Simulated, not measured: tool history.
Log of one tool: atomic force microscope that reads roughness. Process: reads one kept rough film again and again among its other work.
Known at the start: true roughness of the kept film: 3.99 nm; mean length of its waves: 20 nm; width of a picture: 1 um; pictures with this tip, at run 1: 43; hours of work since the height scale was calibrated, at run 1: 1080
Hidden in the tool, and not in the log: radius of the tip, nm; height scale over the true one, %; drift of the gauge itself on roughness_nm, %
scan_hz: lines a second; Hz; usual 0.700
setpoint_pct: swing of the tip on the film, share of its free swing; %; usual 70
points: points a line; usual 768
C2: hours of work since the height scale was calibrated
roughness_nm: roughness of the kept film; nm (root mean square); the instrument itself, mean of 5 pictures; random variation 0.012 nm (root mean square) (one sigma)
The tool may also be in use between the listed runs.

Run 1, hour 0.0: usual settings; pictures with this tip 43; C2 1080. Result: roughness_nm 2.101 nm (root mean square).
At hour 53.8: new tip fitted.
Run 2, hour 60.7: usual settings; pictures with this tip 9; C2 1115. Result: roughness_nm 2.592 nm (root mean square).
Run 3, hour 123.7: usual settings; pictures with this tip 100; C2 1153. Result: roughness_nm 1.582 nm (root mean square).
At hour 134.9: new tip fitted.
Run 4, hour 171.7: usual settings; pictures with this tip 53; C2 1181. Result: roughness_nm 2.032 nm (root mean square).
Run 5, hour 211.7: usual settings; pictures with this tip 110; C2 1205. Result: roughness_nm 1.561 nm (root mean square).
At hour 216.2: new tip fitted.
Run 6, hour 290.6: usual settings but scan_hz 3.960 Hz; pictures with this tip 108; C2 1251. Result: roughness_nm 1.419 nm (root mean square).
At hour 298.6: new tip fitted.
Run 7, hour 338.8: usual settings but scan_hz 3.960 Hz; pictures with this tip 58; C2 1280. Result: roughness_nm 1.830 nm (root mean square).
At hour 380.7: new tip fitted.
Run 8, hour 385.8: usual settings but scan_hz 3.960 Hz; pictures with this tip 7; C2 1307. Result: roughness_nm 2.376 nm (root mean square).
Run 9, hour 455.0: usual settings but scan_hz 3.960 Hz; pictures with this tip 107; C2 1349. Result: roughness_nm 1.431 nm (root mean square).
At hour 460.5: new tip fitted.
Run 10, hour 532.2: usual settings; pictures with this tip 103; C2 1394. Result: roughness_nm 1.596 nm (root mean square).
At hour 539.8: new tip fitted.
Run 11, hour 573.8: usual settings; pictures with this tip 49; C2 1419. Result: roughness_nm 2.057 nm (root mean square).
Run 12, hour 613.0: usual settings; pictures with this tip 106; C2 1442. Result: roughness_nm 1.607 nm (root mean square).
At hour 624.9: new tip fitted.
Run 13, hour 663.2: usual settings; pictures with this tip 55; C2 1471. Result: roughness_nm 2.027 nm (root mean square).
At hour 707.7: new tip fitted.
Run 14, hour 728.6: usual settings but points 777; pictures with this tip 30; C2 1510. Result: roughness_nm 2.218 nm (root mean square).
Run 15, hour 768.0: usual settings but scan_hz 2.912 Hz, setpoint_pct 68 %, points 422; pictures with this tip 87; C2 1533. Result: roughness_nm 1.586 nm (root mean square).
At hour 787.8: new tip fitted.
Run 16, hour 832.6: usual settings but scan_hz 0.784 Hz, setpoint_pct 57 %, points 287; pictures with this tip 64; C2 1571. Result: roughness_nm 1.934 nm (root mean square).
At hour 866.8: new tip fitted.
Run 17, hour 874.9: usual settings but scan_hz 3.176 Hz, setpoint_pct 57 %, points 805; pictures with this tip 12; C2 1596. Result: roughness_nm 2.410 nm (root mean square).
At hour 948.0: new tip fitted.
Run 18, hour 955.8: usual settings but scan_hz 0.643 Hz, points 547; pictures with this tip 12; C2 1644. Result: roughness_nm 2.545 nm (root mean square).
Run 19, hour 998.3: usual settings but scan_hz 0.882 Hz, setpoint_pct 64 %, points 508; pictures with this tip 73; C2 1669. Result: roughness_nm 1.881 nm (root mean square).

3 ways to go on from here, each from the tool as it stands after run 19. What would each give?
At hour 1031.3: new tip fitted.
Run A, hour 1067.2: usual settings but scan_hz 0.541 Hz, setpoint_pct 86 %, points 605; pictures with this tip 52; C2 1710. Result: roughness_nm ?.
At hour 1031.3: new tip fitted.
Run B, hour 1067.2: usual settings but scan_hz 1.420 Hz, setpoint_pct 85 %, points 322; pictures with this tip 52; C2 1710. Result: roughness_nm ?.
At hour 1031.3: new tip fitted.
Run C, hour 1067.2: usual settings but scan_hz 0.992 Hz, setpoint_pct 59 %, points 307; pictures with this tip 52; C2 1710. Result: roughness_nm ?.

run  roughness_nm
  A         1.984
  B         1.842
  C         1.996
Without the tool's hidden state the same runs would have given:
run  roughness_nm
  A         2.741
  B         2.542
  C         2.756

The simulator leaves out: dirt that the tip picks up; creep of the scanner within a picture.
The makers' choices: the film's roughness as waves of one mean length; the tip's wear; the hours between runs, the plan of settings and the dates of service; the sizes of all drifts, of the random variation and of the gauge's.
